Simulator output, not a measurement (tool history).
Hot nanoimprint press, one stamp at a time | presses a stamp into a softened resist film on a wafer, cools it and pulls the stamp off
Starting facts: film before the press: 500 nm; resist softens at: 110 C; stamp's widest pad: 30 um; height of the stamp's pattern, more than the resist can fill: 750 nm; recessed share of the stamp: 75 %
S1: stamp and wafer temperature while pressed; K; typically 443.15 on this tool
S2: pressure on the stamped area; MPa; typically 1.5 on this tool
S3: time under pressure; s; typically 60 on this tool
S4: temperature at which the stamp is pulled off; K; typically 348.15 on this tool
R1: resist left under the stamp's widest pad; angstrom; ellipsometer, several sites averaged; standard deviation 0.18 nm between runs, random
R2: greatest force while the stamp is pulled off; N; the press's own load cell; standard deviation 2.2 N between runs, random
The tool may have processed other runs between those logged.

{"run": 1, "hour": 0.0, "S1": 443.15, "S2": 1.5, "S3": 60, "S4": 348.15, "R1": 1814, "R2": 140}
{"run": 2, "hour": 17.4, "S1": 443.15, "S2": 1.5, "S3": 60, "S4": 348.15, "R1": 1814, "R2": 145}
{"run": 3, "hour": 31.4, "S1": 443.15, "S2": 1.5, "S3": 60, "S4": 348.15, "R1": 1813, "R2": 144}
{"run": 4, "hour": 42.9, "S1": 443.15, "S2": 1.5, "S3": 60, "S4": 348.15, "R1": 1817, "R2": 143}
{"run": 5, "hour": 64.6, "S1": 443.15, "S2": 0.9, "S3": 60, "S4": 348.15, "R1": 2429, "R2": 149}
{"run": 6, "hour": 84.8, "S1": 443.15, "S2": 0.9, "S3": 60, "S4": 348.15, "R1": 2432, "R2": 146}
{"run": 7, "hour": 98.4, "S1": 443.15, "S2": 1.5, "S3": 60, "S4": 348.15, "R1": 1813, "R2": 148}
{"run": 8, "hour": 114.7, "S1": 443.15, "S2": 1.5, "S3": 60, "S4": 348.15, "R1": 1811, "R2": 148}
{"run": 9, "hour": 134.4, "S1": 443.15, "S2": 1.5, "S3": 60, "S4": 348.15, "R1": 1810, "R2": 146}
{"run": 10, "hour": 149.1, "S1": 443.15, "S2": 1.53, "S3": 60, "S4": 348.15, "R1": 1789, "R2": 152}
{"run": 11, "hour": 163.4, "S1": 443.15, "S2": 1.5, "S3": 60, "S4": 348.15, "R1": 1811, "R2": 148}
{"hour": 170.6, "done": "plate thermocouple calibrated"}
{"run": 12, "hour": 187.8, "S1": 443.15, "S2": 0.93, "S3": 60, "S4": 348.15, "R1": 2350, "R2": 151}
{"run": 13, "hour": 205.8, "S1": 443.15, "S2": 0.93, "S3": 60, "S4": 348.15, "R1": 2352, "R2": 153}
{"run": 14, "hour": 227.6, "S1": 443.15, "S2": 0.93, "S3": 60, "S4": 348.15, "R1": 2350, "R2": 160}
{"hour": 245.4, "done": "plate thermocouple calibrated, once more"}
{"run": 15, "hour": 250.6, "S1": 443.15, "S2": 0.93, "S3": 60, "S4": 348.15, "R1": 2504, "R2": 172}
{"run": 16, "hour": 272.7, "S1": 443.15, "S2": 0.93, "S3": 60, "S4": 348.15, "R1": 2502, "R2": 168}
{"run": 17, "hour": 291.8, "S1": 443.15, "S2": 0.93, "S3": 60, "S4": 348.15, "R1": 2501, "R2": 167}
{"run": 18, "hour": 305.4, "S1": 439.15, "S2": 2.26, "S3": 42, "S4": 348.15, "R1": 1950, "R2": 167}
{"run": 19, "hour": 322.4, "S1": 439.15, "S2": 1.3, "S3": 84, "S4": 338.15, "R1": 2118, "R2": 219}
{"run": 20, "hour": 341.8, "S1": 439.15, "S2": 2.04, "S3": 60, "S4": 347.15, "R1": 1833, "R2": 180}
{"run": 21, "hour": 351.2, "S1": 436.15, "S2": 1.02, "S3": 60, "S4": 347.15, "R1": 2943, "R2": 181}
{"run": 22, "hour": 366.5, "S1": 436.15, "S2": 1.02, "S3": 60, "S4": 347.15, "R1": 2944, "R2": 181}
{"run": 23, "hour": 378.7, "S1": 449.15, "S2": 1.5, "S3": 96, "S4": 336.15, "R1": 1339, "R2": 234}
{"run": 24, "hour": 393.6, "S1": 449.15, "S2": 1.24, "S3": 96, "S4": 337.15, "R1": 1504, "R2": 233}
{"run": 25, "hour": 409.4, "S1": 449.15, "S2": 0.93, "S3": 96, "S4": 337.15, "R1": 1783, "R2": 240}
{"run": 26, "hour": 420.9, "S1": 449.15, "S2": 0.93, "S3": 96, "S4": 337.15, "R1": 1780, "R2": 235}
{"run": 27, "hour": 439.4, "S1": 443.15, "S2": 1.73, "S3": 83, "S4": 355.15, "R1": 1575, "R2": 156}
{"run": 28, "hour": 452.9, "S1": 452.15, "S2": 1.75, "S3": 60, "S4": 348.15, "R1": 1316, "R2": 191}
{"run": 29, "hour": 474.1, "S1": 438.15, "S2": 0.92, "S3": 59, "S4": 349.15, "R1": 2916, "R2": 190}

How would selected steps in R1 from run to run divide? Give the signed amount a tool lacking its hidden state would still show from settings, what came in and random variation, and the signed amount left for the hidden state, including any gauge scatter that is not in both of the compared results.
The hidden state here: true temperature over the reading, C; pressure that arrives at the usual setting, %; grip of the stamp's worn release coat, % over a new coat's; drift of the gauge itself on residual_nm, %; drift of the gauge itself on pull_off_n, %.
Run 11 -> 12: S2 1.5 -> 0.93, plate thermocouple calibrated. R1 +539 angstrom: hidden state -50, all else +589.
Run 14 -> 15: plate thermocouple calibrated, once more. R1 +154 angstrom: hidden state +153, all else +1.
Run 22 -> 23: S1 436.15 -> 449.15, S2 1.02 -> 1.5, S3 60 -> 96, S4 347.15 -> 336.15. R1 -1605 angstrom: hidden state -14, all else -1591.
Run 28 -> 29: S1 452.15 -> 438.15, S2 1.75 -> 0.92, S3 60 -> 59, S4 348.15 -> 349.15. R1 +1600 angstrom: hidden state +0, all else +1600.

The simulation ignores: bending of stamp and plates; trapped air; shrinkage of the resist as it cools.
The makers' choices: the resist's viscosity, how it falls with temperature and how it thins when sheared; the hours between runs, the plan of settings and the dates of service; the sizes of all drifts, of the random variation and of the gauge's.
